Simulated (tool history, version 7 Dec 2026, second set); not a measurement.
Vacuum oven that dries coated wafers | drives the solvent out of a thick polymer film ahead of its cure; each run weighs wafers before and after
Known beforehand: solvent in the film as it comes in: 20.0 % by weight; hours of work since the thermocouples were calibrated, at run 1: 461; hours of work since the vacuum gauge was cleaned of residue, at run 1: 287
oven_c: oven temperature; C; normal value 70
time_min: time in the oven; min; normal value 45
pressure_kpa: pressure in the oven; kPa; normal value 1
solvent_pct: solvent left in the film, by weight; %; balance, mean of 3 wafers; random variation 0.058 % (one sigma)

run	hour	oven_c	time_min	pressure_kpa	hours of work since the thermocouples were calibrated	hours of work since the vacuum gauge was cleaned of residue	solvent_pct
1	0	70	45	1	461	287	2.62
2	27.6	70	76	1	482	307	1.02
3	62.1	70	76	1	507	333	1.11
4	93.2	70	76	1	530	356	0.91
5	131.2	70	76	1	558	383	0.91
6	182.4	70	76	1	595	421	0.97
7	242.4	70	76	1	639	465	1.11
8	287.9	70	76	1	673	498	1.03
9	344.8	70	45	1	714	540	2.55
10	393.6	81	45	1	750	576	0.41
11	420.3	80	45	1	770	595	0.54
12	466.3	80	45	1	803	629	0.43
13	493.8	80	45	1	824	649	0.5
14	547	80	45	1	863	688	0.38
# hour 554.1: vacuum gauge cleaned of residue and calibrated
15	612.2	80	49	1	909	43	0.4
16	647.3	74	49	1	935	68	1.15
# hour 663.5: vacuum gauge cleaned of residue and calibrated, once more
17	680.6	74	49	1	958	13	1.16
18	735.1	74	49	1	998	53	1.04
19	789.8	70	81	1.14	1038	93	0.87
20	825.5	70	78	1.68	1065	119	1.23
# hour 831.8: oven's thermocouples calibrated
21	874.7	81	67	1.68	31	153	0.62
22	910.8	81	67	1.68	58	180	0.64
23	959	76	66	3.01	93	215	1.48
24	1022.1	76	66	3.01	140	262	1.44
25	1073	70	81	1	177	299	1.12
26	1101	61	38	1.19	197	319	8.44
27	1149.6	56	39	0.55	233	355	10.25
28	1182.3	77	28	0.57	257	379	2.46
29	1216.7	77	28	0.57	282	404	2.44
30	1252.2	81	65	0.57	308	430	0.29
31	1314	70	59	1	354	476	1.87
32	1377.5	79	45	3.29	400	522	1.54
33	1429.5	70	61	1	438	560	1.85

Forecast each of these 3 alternatives for the next run:
A	1464.3	70	51	1	464	586	?
B	1464.3	71	69	0.85	464	586	?
C	1464.3	58	45	1	464	586	?

run	solvent_pct
A	2.43
B	1.15
C	8.67
Without the tool's hidden state the same runs would have given:
run	solvent_pct
A	2.38
B	1.1
C	8.62
